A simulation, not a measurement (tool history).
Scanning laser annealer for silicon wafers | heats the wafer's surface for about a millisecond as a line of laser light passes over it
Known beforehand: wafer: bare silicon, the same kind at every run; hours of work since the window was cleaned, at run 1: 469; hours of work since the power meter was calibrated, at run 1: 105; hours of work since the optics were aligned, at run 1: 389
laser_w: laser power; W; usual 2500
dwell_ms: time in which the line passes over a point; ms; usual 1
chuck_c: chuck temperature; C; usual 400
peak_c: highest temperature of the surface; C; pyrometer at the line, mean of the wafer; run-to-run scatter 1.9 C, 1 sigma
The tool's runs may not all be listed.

run	hour	laser_w	dwell_ms	chuck_c	hours of work since the window was cleaned	hours of work since the power meter was calibrated	hours of work since the optics were aligned	peak_c
1	0	2500	1	400	469	105	389	1201
2	12	2500	1	400	474	110	395	1206
3	32	2500	1	400	483	119	404	1207
4	51.2	2500	1	400	491	127	412	1205
5	69.4	2500	1	400	499	135	420	1201
6	85	2500	1	400	506	142	427	1204
7	111.9	2500	1	400	518	154	439	1199
8	138.7	2500	1	400	530	166	450	1201
# hour 143.2: laser's power meter calibrated
# hour 150: window over the wafer cleaned
9	158.5	2500	1	400	4	6	457	1228
10	172.6	2500	0.87	400	10	12	463	1171
11	183.5	2334	1.17	378	15	17	468	1197
12	196.7	2334	1.17	378	21	23	474	1204
13	216.7	2334	1.07	386	29	31	483	1168
14	236.8	2500	0.95	393	38	40	491	1196
15	253.6	2500	0.95	393	46	48	499	1198
# hour 260.5: laser's power meter calibrated, once more
16	280	2500	0.95	393	56	9	509	1199
17	305	2339	1.19	382	67	20	520	1208
18	330.6	2339	1.19	382	78	31	531	1210
19	356.8	2336	1.01	436	90	42	543	1193

Take each entry between the runs: how does the hidden state at the last listed run before it differ from the hidden state at the first listed run after it?
After run 8, before run 9: laser's power meter calibrated (hour 143.2); window over the wafer cleaned (hour 150)
  light that passes the window, % of a clean one's: 96.67 -> 99.62; laser's true power over the reading, %: -0.1 -> -0.12; width of the line over the set one, %: 0.68 -> 0.69
  the result without the hidden state subtracted from the measured one, peak_c: -41 -> -9 C
After run 15, before run 16: laser's power meter calibrated, once more (hour 260.5)
  light that passes the window, % of a clean one's: 99.35 -> 99.29; laser's true power over the reading, %: -0.15 -> -0.04; width of the line over the set one, %: 0.74 -> 0.75
  the result without the hidden state subtracted from the measured one, peak_c: -13 -> -12 C
